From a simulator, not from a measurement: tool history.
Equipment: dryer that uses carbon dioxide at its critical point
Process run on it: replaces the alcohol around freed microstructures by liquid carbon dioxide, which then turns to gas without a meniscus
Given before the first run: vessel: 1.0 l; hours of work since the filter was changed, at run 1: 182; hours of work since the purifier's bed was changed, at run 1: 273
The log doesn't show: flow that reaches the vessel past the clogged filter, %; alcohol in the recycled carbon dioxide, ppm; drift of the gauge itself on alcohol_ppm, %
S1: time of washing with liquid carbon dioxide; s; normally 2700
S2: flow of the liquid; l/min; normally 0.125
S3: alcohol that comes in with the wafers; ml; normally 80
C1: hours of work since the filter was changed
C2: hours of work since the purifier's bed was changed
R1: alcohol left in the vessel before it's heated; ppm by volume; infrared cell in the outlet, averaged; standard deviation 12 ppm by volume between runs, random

run 1 hour=0 | S1=2700 S2=0.125 S3=80 | C1=182 C2=273 | R1=1003
run 2 hour=20.4 | S1=2700 S2=0.125 S3=80 | C1=198 C2=289 | R1=1002
run 3 hour=42.8 | S1=2700 S2=0.125 S3=114 | C1=216 C2=307 | R1=1452
run 4 hour=56.4 | S1=2700 S2=0.125 S3=80 | C1=227 C2=318 | R1=1022
run 5 hour=80.1 | S1=2700 S2=0.125 S3=101 | C1=246 C2=336 | R1=1330
run 6 hour=92.7 | S1=2700 S2=0.089 S3=80 | C1=255 C2=346 | R1=3691
run 7 hour=112.7 | S1=2700 S2=0.125 S3=80 | C1=271 C2=362 | R1=1093
run 8 hour=137 | S1=2700 S2=0.125 S3=80 | C1=290 C2=381 | R1=1145
run 9 hour=162.9 | S1=2700 S2=0.125 S3=80 | C1=311 C2=402 | R1=1135
run 10 hour=182.1 | S1=2700 S2=0.125 S3=80 | C1=326 C2=417 | R1=1176
-- hour=206.6 inlet filter changed
run 11 hour=207.8 | S1=2700 S2=0.125 S3=80 | C1=1 C2=436 | R1=810
run 12 hour=225.8 | S1=2700 S2=0.125 S3=80 | C1=15 C2=450 | R1=850
run 13 hour=249.2 | S1=2700 S2=0.125 S3=80 | C1=34 C2=469 | R1=877
run 14 hour=265 | S1=2700 S2=0.137 S3=80 | C1=46 C2=481 | R1=599
run 15 hour=288.1 | S1=2700 S2=0.125 S3=28 | C1=64 C2=500 | R1=400
run 16 hour=315.6 | S1=3360 S2=0.125 S3=80 | C1=86 C2=521 | R1=389
run 17 hour=333.4 | S1=2040 S2=0.125 S3=25 | C1=100 C2=535 | R1=919
run 18 hour=360 | S1=2040 S2=0.125 S3=25 | C1=121 C2=556 | R1=958
run 19 hour=387.4 | S1=3720 S2=0.125 S3=52 | C1=143 C2=578 | R1=232
run 20 hour=402 | S1=3720 S2=0.125 S3=52 | C1=154 C2=590 | R1=239
run 21 hour=420.2 | S1=2700 S2=0.195 S3=80 | C1=169 C2=604 | R1=201
run 22 hour=446.6 | S1=2280 S2=0.152 S3=69 | C1=189 C2=625 | R1=826
run 23 hour=463 | S1=2280 S2=0.152 S3=69 | C1=202 C2=638 | R1=860
run 24 hour=487.9 | S1=4320 S2=0.111 S3=22 | C1=222 C2=657 | R1=185
run 25 hour=505.1 | S1=2700 S2=0.081 S3=24 | C1=236 C2=671 | R1=1520
run 26 hour=531.8 | S1=2700 S2=0.081 S3=24 | C1=257 C2=692 | R1=1534
run 27 hour=559.5 | S1=2700 S2=0.081 S3=24 | C1=279 C2=714 | R1=1569
run 28 hour=578.8 | S1=3480 S2=0.144 S3=51 | C1=294 C2=729 | R1=244
run 29 hour=597.3 | S1=3480 S2=0.144 S3=51 | C1=308 C2=744 | R1=251
run 30 hour=619.5 | S1=3480 S2=0.171 S3=51 | C1=326 C2=761 | R1=210
run 31 hour=633.3 | S1=3480 S2=0.171 S3=51 | C1=337 C2=772 | R1=204

Here are 5 independent what-if runs from the current tool condition. What would each one return?
-- hour=644.1 inlet filter changed
run A hour=662.2 | S1=2700 S2=0.189 S3=26 | C1=14 C2=794 | R1=?
-- hour=644.1 inlet filter changed
run B hour=662.2 | S1=1680 S2=0.123 S3=58 | C1=14 C2=794 | R1=?
-- hour=644.1 inlet filter changed
run C hour=662.2 | S1=1980 S2=0.171 S3=51 | C1=14 C2=794 | R1=?
-- hour=644.1 inlet filter changed
run D hour=662.2 | S1=2700 S2=0.125 S3=97 | C1=14 C2=794 | R1=?
-- hour=644.1 inlet filter changed
run E hour=662.2 | S1=3180 S2=0.129 S3=51 | C1=14 C2=794 | R1=?

run=A R1=207
run=B R1=3580
run=C R1=639
run=D R1=1107
run=E R1=361
Without the tool's hidden state the same runs would have given:
run=A R1=26
run=B R1=3362
run=C R1=453
run=D R1=911
run=E R1=178

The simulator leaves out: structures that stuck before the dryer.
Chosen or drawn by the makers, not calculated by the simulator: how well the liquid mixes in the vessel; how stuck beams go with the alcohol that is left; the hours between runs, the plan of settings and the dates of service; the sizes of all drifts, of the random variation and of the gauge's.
